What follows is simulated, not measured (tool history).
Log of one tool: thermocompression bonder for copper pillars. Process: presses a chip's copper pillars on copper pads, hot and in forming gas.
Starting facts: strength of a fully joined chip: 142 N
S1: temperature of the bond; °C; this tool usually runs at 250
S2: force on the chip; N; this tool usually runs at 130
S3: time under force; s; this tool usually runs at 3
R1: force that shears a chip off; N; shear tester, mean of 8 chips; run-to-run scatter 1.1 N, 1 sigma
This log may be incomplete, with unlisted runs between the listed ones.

Run 1, hour 0.0: usual settings. Result: R1 88.1 N.
Run 2, hour 23.5: usual settings. Result: R1 86.7 N.
Run 3, hour 48.4: usual settings but S3 2 s. Result: R1 75.7 N.
Run 4, hour 67.1: usual settings but S3 2 s. Result: R1 76.8 N.
Run 5, hour 81.1: usual settings. Result: R1 86.8 N.
Run 6, hour 102.8: usual settings but S2 126 N. Result: R1 84.4 N.
Run 7, hour 118.0: usual settings but S1 273 °C. Result: R1 105.5 N.
Run 8, hour 130.5: usual settings but S1 273 °C, S3 8 s. Result: R1 124.4 N.
Run 9, hour 145.9: usual settings but S1 244 °C, S3 8 s. Result: R1 102.6 N.
Run 10, hour 169.2: usual settings. Result: R1 85.3 N.
Run 11, hour 179.9: usual settings but S2 110 N. Result: R1 72.4 N.
Run 12, hour 202.0: usual settings but S2 110 N. Result: R1 73.1 N.
Run 13, hour 221.5: usual settings but S2 183 N. Result: R1 104.6 N.
Run 14, hour 243.4: usual settings but S2 102 N. Result: R1 66.9 N.
Run 15, hour 263.7: usual settings but S2 102 N, S3 2 s. Result: R1 57.4 N.
Run 16, hour 277.0: usual settings but S2 171 N. Result: R1 98.4 N.
Run 17, hour 290.0: usual settings but S2 171 N. Result: R1 98.4 N.
Run 18, hour 301.8: usual settings but S2 85 N. Result: R1 54.7 N.
Run 19, hour 317.9: usual settings but S2 85 N. Result: R1 55.8 N.
Run 20, hour 338.6: usual settings but S1 274 °C, S2 85 N. Result: R1 75.4 N.
Run 21, hour 357.9: usual settings but S1 255 °C, S2 85 N, S3 4 s. Result: R1 67.4 N.
Run 22, hour 378.1: usual settings but S1 255 °C, S2 85 N, S3 4 s. Result: R1 64.1 N.
Run 23, hour 393.8: usual settings but S1 231 °C, S2 145 N. Result: R1 68.8 N.
Run 24, hour 414.6: usual settings but S1 278 °C, S2 110 N, S3 2 s. Result: R1 83.1 N.
At hour 416.5: forming gas filter changed.
At hour 422.9: heater calibrated with a thermocouple chip.
Run 25, hour 436.0: usual settings but S1 278 °C, S2 110 N, S3 2 s. Result: R1 97.6 N.
Run 26, hour 450.3: usual settings but S1 231 °C, S2 111 N, S3 2 s. Result: R1 57.2 N.
Run 27, hour 463.7: usual settings but S1 268 °C, S2 91 N. Result: R1 86.8 N.
Run 28, hour 485.4: usual settings but S1 268 °C, S2 91 N. Result: R1 87.2 N.
Run 29, hour 502.3: usual settings but S1 268 °C, S2 91 N. Result: R1 86.4 N.
Run 30, hour 521.8: usual settings but S1 280 °C. Result: R1 115.0 N.
Run 31, hour 539.1: usual settings but S1 272 °C, S2 146 N, S3 2 s. Result: R1 109.7 N.
Run 32, hour 549.4: usual settings but S1 272 °C, S2 146 N, S3 2 s. Result: R1 110.6 N.
Run 33, hour 561.2: usual settings but S1 266 °C, S3 6 s. Result: R1 121.8 N.
Run 34, hour 579.2: usual settings but S1 266 °C, S3 6 s. Result: R1 118.4 N.
Run 35, hour 593.2: usual settings but S3 7 s. Result: R1 113.7 N.
Run 36, hour 610.0: usual settings but S3 5 s. Result: R1 105.7 N.
Run 37, hour 633.1: usual settings but S3 5 s. Result: R1 103.6 N.
Run 38, hour 646.5: usual settings but S1 256 °C, S3 4 s. Result: R1 103.3 N.
Run 39, hour 670.4: usual settings but S1 256 °C, S3 4 s. Result: R1 103.3 N.

Results for each run, recomputed without the tool's hidden state and with each run's random variation untouched:
Unlogged tool condition in this case: true temperature of the bond over the reading, C; force that reaches the chip, % of what is set; oxide that the forming gas leaves, % of the face; drift of the gauge itself on shear_n, %.
run     R1
  1   96.0
  2   95.0
  3   84.1
  4   85.7
  5   96.4
  6   94.4
  7  115.6
  8  133.6
  9  113.8
 10   96.6
 11   83.1
 12   84.3
 13  117.4
 14   78.2
 15   67.9
 16  112.3
 17  112.6
 18   65.5
 19   66.9
 20   88.8
 21   80.8
 22   77.3
 23   83.7
 24   98.5
 25   97.4
 26   56.9
 27   87.1
 28   87.8
 29   87.4
 30  116.9
 31  111.8
 32  112.9
 33  124.7
 34  121.6
 35  117.1
 36  109.2
 37  107.6
 38  107.6
 39  108.0

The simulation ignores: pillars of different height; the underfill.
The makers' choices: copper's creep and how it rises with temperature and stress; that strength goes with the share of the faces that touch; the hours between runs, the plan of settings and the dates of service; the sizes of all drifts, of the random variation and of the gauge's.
